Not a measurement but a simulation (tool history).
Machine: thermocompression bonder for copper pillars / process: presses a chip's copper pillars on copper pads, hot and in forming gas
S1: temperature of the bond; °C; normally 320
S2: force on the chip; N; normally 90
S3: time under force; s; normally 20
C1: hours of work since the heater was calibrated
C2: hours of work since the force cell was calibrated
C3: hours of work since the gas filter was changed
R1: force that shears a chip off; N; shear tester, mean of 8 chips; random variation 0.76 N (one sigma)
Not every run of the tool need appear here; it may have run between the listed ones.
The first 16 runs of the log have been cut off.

Run 17, hour 1027.5: usual settings but S3 28 s; C1 448; C2 141; C3 122. Result: R1 55.9 N.
Run 18, hour 1087.3: usual settings but S1 327 °C; C1 480; C2 173; C3 154. Result: R1 54.6 N.
Run 19, hour 1129.8: usual settings but S1 327 °C; C1 503; C2 197; C3 178. Result: R1 52.9 N.
Run 20, hour 1180.8: usual settings but S3 22 s; C1 531; C2 224; C3 205. Result: R1 48.6 N.
Run 21, hour 1255.2: usual settings but S2 87 N, S3 21 s; C1 572; C2 265; C3 246. Result: R1 46.1 N.
Run 22, hour 1299.3: usual settings but S1 331 °C, S2 87 N, S3 18 s; C1 596; C2 289; C3 270. Result: R1 50.3 N.
Run 23, hour 1372.2: usual settings but S1 331 °C, S2 130 N, S3 13 s; C1 636; C2 329; C3 310. Result: R1 56.9 N.
Run 24, hour 1422.8: usual settings but S1 317 °C; C1 663; C2 357; C3 338. Result: R1 41.4 N.
Run 25, hour 1478.4: usual settings but S1 322 °C, S2 57 N; C1 694; C2 387; C3 368. Result: R1 30.6 N.
Run 26, hour 1527.7: usual settings but S1 340 °C, S2 72 N; C1 721; C2 414; C3 395. Result: R1 46.7 N.
At hour 1567.3: forming gas filter changed.
Run 27, hour 1588.5: usual settings but S1 340 °C, S2 106 N; C1 754; C2 447; C3 12. Result: R1 66.9 N.
At hour 1644.1: heater calibrated with a thermocouple chip.
Run 28, hour 1650.8: usual settings but S1 317 °C, S2 121 N, S3 35 s; C1 4; C2 480; C3 45. Result: R1 75.3 N.
Run 29, hour 1735.3: usual settings but S1 345 °C, S3 36 s; C1 50; C2 526; C3 91. Result: R1 82.2 N.
Run 30, hour 1784.7: usual settings but S1 342 °C, S3 35 s; C1 77; C2 553; C3 118. Result: R1 77.9 N.
Run 31, hour 1839.2: usual settings but S1 342 °C, S2 130 N, S3 38 s; C1 107; C2 583; C3 147. Result: R1 93.7 N.
Run 32, hour 1883.7: usual settings but S1 342 °C, S2 82 N, S3 21 s; C1 131; C2 607; C3 172. Result: R1 60.9 N.
Run 33, hour 1933.2: usual settings but S1 333 °C, S2 57 N; C1 158; C2 634; C3 199. Result: R1 42.0 N.
Run 34, hour 1970.8: usual settings but S1 318 °C, S2 127 N, S3 32 s; C1 178; C2 654; C3 219. Result: R1 69.4 N.
Run 35, hour 2048.5: usual settings but S1 318 °C, S2 127 N, S3 32 s; C1 221; C2 697; C3 262. Result: R1 69.5 N.
Run 36, hour 2096.7: usual settings but S1 339 °C, S2 78 N, S3 36 s; C1 247; C2 723; C3 288. Result: R1 65.4 N.
Run 37, hour 2157.1: usual settings but S1 309 °C, S2 82 N; C1 280; C2 756; C3 321. Result: R1 37.0 N.
Run 38, hour 2197.5: usual settings but S1 309 °C, S2 82 N; C1 302; C2 778; C3 343. Result: R1 36.2 N.
Run 39, hour 2254.7: usual settings but S1 327 °C, S3 25 s; C1 333; C2 809; C3 374. Result: R1 52.5 N.
Run 40, hour 2294.8: usual settings but S1 327 °C, S3 25 s; C1 355; C2 831; C3 396. Result: R1 53.2 N.

What if the next run were any one of these 3? Each begins from the tool's condition after run 40:
At hour 2330.5: forming gas filter changed.
Run A, hour 2348.8: usual settings but S1 301 °C, S2 111 N, S3 14 s; C1 385; C2 861; C3 10. Result: R1 ?.
At hour 2330.5: forming gas filter changed.
Run B, hour 2348.8: usual settings but S1 294 °C, S2 58 N; C1 385; C2 861; C3 10. Result: R1 ?.
At hour 2330.5: forming gas filter changed.
Run C, hour 2348.8: usual settings but S1 332 °C, S2 94 N, S3 38 s; C1 385; C2 861; C3 10. Result: R1 ?.

run    R1
  A  38.5
  B  23.0
  C  74.4
Had the tool no hidden state, the same runs would have come out as:
run    R1
  A  45.5
  B  27.7
  C  83.2

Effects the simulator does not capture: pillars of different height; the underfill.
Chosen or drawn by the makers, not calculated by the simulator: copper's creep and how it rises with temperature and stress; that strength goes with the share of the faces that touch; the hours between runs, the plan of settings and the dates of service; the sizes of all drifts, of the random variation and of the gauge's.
